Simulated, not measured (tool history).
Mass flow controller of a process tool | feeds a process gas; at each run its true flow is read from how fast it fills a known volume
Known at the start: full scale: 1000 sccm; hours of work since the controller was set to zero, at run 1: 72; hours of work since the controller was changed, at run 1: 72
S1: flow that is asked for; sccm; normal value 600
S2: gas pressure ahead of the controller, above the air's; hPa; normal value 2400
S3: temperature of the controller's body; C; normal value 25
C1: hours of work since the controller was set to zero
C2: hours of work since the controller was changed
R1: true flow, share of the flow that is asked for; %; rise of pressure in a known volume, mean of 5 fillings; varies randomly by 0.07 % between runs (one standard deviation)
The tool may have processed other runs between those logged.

| run | day | S1 | S2 | S3 | C1 | C2 | R1 |
|---|---|---|---|---|---|---|---|
| 1 | 0 | 600 | 2400 | 25 | 72 | 72 | 99.04 |
| 2 | 4.721 | 600 | 2400 | 25 | 119 | 119 | 99.02 |
| 3 | 8.679 | 600 | 2190 | 25 | 159 | 159 | 98.89 |
| 4 | 14.8 | 600 | 2190 | 25 | 220 | 220 | 98.73 |
| 5 | 21 | 600 | 2190 | 25 | 282 | 282 | 98.67 |
| 6 | 29.321 | 600 | 2190 | 25 | 365 | 365 | 98.71 |
| 7 | 32.9 | 600 | 1680 | 25 | 401 | 401 | 98.41 |
|  | 33.529 | controller's zero set anew |
| 8 | 40.142 | 600 | 1680 | 25 | 66 | 473 | 98.28 |
| 9 | 48.479 | 600 | 1680 | 25 | 149 | 556 | 98.32 |
| 10 | 54.592 | 600 | 1680 | 25 | 210 | 617 | 97.96 |
| 11 | 58.417 | 600 | 1680 | 25 | 249 | 655 | 98.27 |
|  | 65.196 | controller's zero set anew, once more |
| 12 | 66.329 | 474 | 2400 | 25 | 11 | 734 | 98.63 |
| 13 | 75.021 | 474 | 2400 | 25 | 98 | 821 | 98.54 |
| 14 | 83.229 | 600 | 1810 | 25 | 180 | 903 | 98.48 |
| 15 | 88.467 | 146 | 1820 | 25 | 232 | 955 | 96.76 |
| 16 | 94.983 | 146 | 2200 | 25 | 298 | 1020 | 96.7 |
| 17 | 103.588 | 348 | 1660 | 28 | 383 | 1106 | 97.62 |
| 18 | 112.192 | 329 | 1660 | 28 | 469 | 1192 | 97.64 |
| 19 | 116.762 | 130 | 1660 | 28 | 515 | 1238 | 96.17 |
| 20 | 123.217 | 130 | 1660 | 28 | 580 | 1302 | 96.12 |
| 21 | 128.508 | 130 | 1660 | 28 | 632 | 1355 | 95.88 |
| 22 | 133.588 | 600 | 1540 | 23 | 683 | 1406 | 97.97 |
| 23 | 141.812 | 600 | 1540 | 23 | 765 | 1488 | 97.93 |

Consider 5 possible next runs. They are alternatives, not a sequence: every one starts from the tool as it was left by run 23. What does each give?
| A | 147.662 | 221 | 2420 | 36 | 824 | 1547 | ? |
| B | 147.662 | 705 | 1540 | 23 | 824 | 1547 | ? |
| C | 147.662 | 739 | 2580 | 28 | 824 | 1547 | ? |
| D | 147.662 | 143 | 1540 | 20 | 824 | 1547 | ? |
| E | 147.662 | 600 | 2210 | 35 | 824 | 1547 | ? |

| run | R1 |
|---|---|
| A | 97.84 |
| B | 98.14 |
| C | 99.43 |
| D | 94.78 |
| E | 99.47 |
With the hidden condition removed and each run's random variation left untouched, the same runs would have given:
| run | R1 |
|---|---|
| A | 98.84 |
| B | 98.45 |
| C | 99.73 |
| D | 96.32 |
| E | 99.84 |
